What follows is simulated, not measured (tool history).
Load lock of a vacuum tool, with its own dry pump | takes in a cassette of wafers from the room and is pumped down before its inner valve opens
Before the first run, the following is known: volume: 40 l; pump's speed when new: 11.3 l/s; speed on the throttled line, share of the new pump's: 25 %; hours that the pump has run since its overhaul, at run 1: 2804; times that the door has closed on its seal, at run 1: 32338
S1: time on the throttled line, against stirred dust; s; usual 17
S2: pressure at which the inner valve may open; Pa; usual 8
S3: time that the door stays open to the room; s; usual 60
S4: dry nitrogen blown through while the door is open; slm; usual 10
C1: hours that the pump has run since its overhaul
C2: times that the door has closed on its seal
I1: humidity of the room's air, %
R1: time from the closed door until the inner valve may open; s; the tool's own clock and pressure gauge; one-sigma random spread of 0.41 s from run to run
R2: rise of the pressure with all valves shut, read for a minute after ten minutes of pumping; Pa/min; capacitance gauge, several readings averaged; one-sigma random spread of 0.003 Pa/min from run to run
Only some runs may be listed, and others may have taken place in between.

Run 1, hour 0: usual settings; C1 2804; C2 32338; I1 45.8. Result: R1 48 s, R2 0.328 Pa/min.
Run 2, hour 127.7: usual settings but S2 11 Pa; C1 2932; C2 32655; I1 44. Result: R1 46.5 s, R2 0.323 Pa/min.
Run 3, hour 277.3: usual settings; C1 3081; C2 33026; I1 43.6. Result: R1 48.3 s, R2 0.324 Pa/min.
Run 4, hour 476.5: usual settings but S4 38 slm; C1 3280; C2 33521; I1 44.6. Result: R1 47.4 s, R2 0.31 Pa/min.
Run 5, hour 636.5: usual settings; C1 3440; C2 33918; I1 46.2. Result: R1 48.1 s, R2 0.344 Pa/min.
Run 6, hour 786.1: usual settings; C1 3590; C2 34289; I1 47.6. Result: R1 47.7 s, R2 0.343 Pa/min.
Run 7, hour 881.6: usual settings but S3 39 s; C1 3685; C2 34526; I1 45.4. Result: R1 48.1 s, R2 0.339 Pa/min.
Run 8, hour 974.5: usual settings but S3 39 s; C1 3778; C2 34757; I1 42.7. Result: R1 48.4 s, R2 0.346 Pa/min.
At hour 1140.2: door's seal changed, seat wiped.
Run 9, hour 1142: usual settings but S3 39 s; C1 3944; C2 5; I1 45.4. Result: R1 48.1 s, R2 0.036 Pa/min.
Run 10, hour 1237.1: usual settings but S3 39 s; C1 4039; C2 241; I1 48.7. Result: R1 48.2 s, R2 0.035 Pa/min.
Run 11, hour 1438: usual settings but S3 39 s; C1 4240; C2 740; I1 45.4. Result: R1 48.4 s, R2 0.033 Pa/min.
Run 12, hour 1632.3: usual settings but S3 39 s; C1 4435; C2 1222; I1 44.9. Result: R1 47.9 s, R2 0.043 Pa/min.
Run 13, hour 1778: usual settings but S4 25 slm; C1 4580; C2 1584; I1 42.1. Result: R1 48.8 s, R2 0.034 Pa/min.
Run 14, hour 1951.9: usual settings; C1 4754; C2 2015; I1 45.6. Result: R1 48.8 s, R2 0.057 Pa/min.
Run 15, hour 2141.8: usual settings; C1 4944; C2 2487; I1 44.5. Result: R1 47.7 s, R2 0.049 Pa/min.
Run 16, hour 2247: usual settings; C1 5049; C2 2748; I1 45.5. Result: R1 48.3 s, R2 0.055 Pa/min.
Run 17, hour 2406.6: usual settings; C1 5209; C2 3144; I1 44.1. Result: R1 48.9 s, R2 0.055 Pa/min.
Run 18, hour 2596.8: usual settings but S1 27 s, S2 10 Pa, S3 76 s, S4 27 slm; C1 5399; C2 3616; I1 44. Result: R1 55.9 s, R2 0.043 Pa/min.
Run 19, hour 2711: usual settings but S2 15 Pa; C1 5513; C2 3900; I1 44.7. Result: R1 46 s, R2 0.061 Pa/min.
Run 20, hour 2884.4: usual settings but S2 15 Pa; C1 5687; C2 4330; I1 46.7. Result: R1 46.2 s, R2 0.06 Pa/min.
Run 21, hour 2981.5: usual settings but S2 15 Pa; C1 5784; C2 4571; I1 45.8. Result: R1 46.7 s, R2 0.065 Pa/min.
Run 22, hour 3126.8: usual settings but S2 16 Pa, S4 42 slm; C1 5929; C2 4932; I1 46.4. Result: R1 46.5 s, R2 0.043 Pa/min.
Run 23, hour 3314.9: usual settings but S2 14 Pa, S4 11 slm; C1 6117; C2 5399; I1 42.8. Result: R1 47 s, R2 0.063 Pa/min.
Run 24, hour 3514.7: usual settings but S2 14 Pa, S4 5 slm; C1 6317; C2 5895; I1 43.6. Result: R1 46.3 s, R2 0.07 Pa/min.
Run 25, hour 3667.3: usual settings but S1 22 s, S3 27 s; C1 6470; C2 6273; I1 47.1. Result: R1 53.4 s, R2 0.058 Pa/min.
Run 26, hour 3812.8: usual settings but S1 22 s, S3 27 s; C1 6615; C2 6635; I1 45.6. Result: R1 53 s, R2 0.056 Pa/min.
Run 27, hour 3961: usual settings but S1 22 s, S2 9 Pa, S3 27 s, S4 26 slm; C1 6763; C2 7002; I1 49.3. Result: R1 53.4 s, R2 0.05 Pa/min.
Run 28, hour 4138.8: usual settings but S1 22 s, S2 9 Pa, S3 27 s, S4 26 slm; C1 6941; C2 7444; I1 46.2. Result: R1 53 s, R2 0.052 Pa/min.
Run 29, hour 4328.1: usual settings but S1 22 s, S2 9 Pa, S3 27 s, S4 26 slm; C1 7130; C2 7914; I1 46.5. Result: R1 52.8 s, R2 0.052 Pa/min.
Run 30, hour 4474.3: usual settings but S4 7 slm; C1 7277; C2 8277; I1 44.2. Result: R1 49.9 s, R2 0.083 Pa/min.
Run 31, hour 4570.3: usual settings but S4 7 slm; C1 7373; C2 8515; I1 45. Result: R1 50.3 s, R2 0.087 Pa/min.
Run 32, hour 4720.2: usual settings but S4 7 slm; C1 7523; C2 8887; I1 44.2. Result: R1 49.5 s, R2 0.088 Pa/min.
Run 33, hour 4929.8: usual settings but S4 11 slm; C1 7732; C2 9407; I1 46.9. Result: R1 49.9 s, R2 0.086 Pa/min.

Measured minus without-hidden-state, run by run (identical run-to-run variation in each term; gauge scatter may differ):
The tool's hidden condition here consists of: pump's speed, % of a new pump's; leak at the door's seal, Pa l/s; drift of the gauge itself on ready_s, %; drift of the gauge itself on rise_pa_min, %.
run    R1      R2
  1  +1.2  +0.276
  2  +1.2  +0.279
  3  +1.4  +0.278
  4  +1.5  +0.284
  5  +1.5  +0.299
  6  +1.5  +0.299
  7  +1.6  +0.299
  8  +1.7  +0.309
  9  +1.7  -0.001
 10  +1.7      +0
 11  +1.9  +0.001
 12  +1.9  +0.003
 13    +2  +0.004
 14  +2.1  +0.006
 15  +2.1  +0.007
 16  +2.2  +0.007
 17  +2.3  +0.009
 18  +2.2  +0.011
 19  +2.3  +0.011
 20  +2.3  +0.014
 21  +2.3  +0.014
 22  +2.5  +0.016
 23  +2.6  +0.017
 24  +2.7   +0.02
 25  +2.7  +0.022
 26  +2.8  +0.024
 27  +2.9  +0.026
 28  +2.9  +0.028
 29    +3   +0.03
 30  +3.2  +0.032
 31  +3.3  +0.033
 32  +3.3  +0.035
 33  +3.4  +0.039
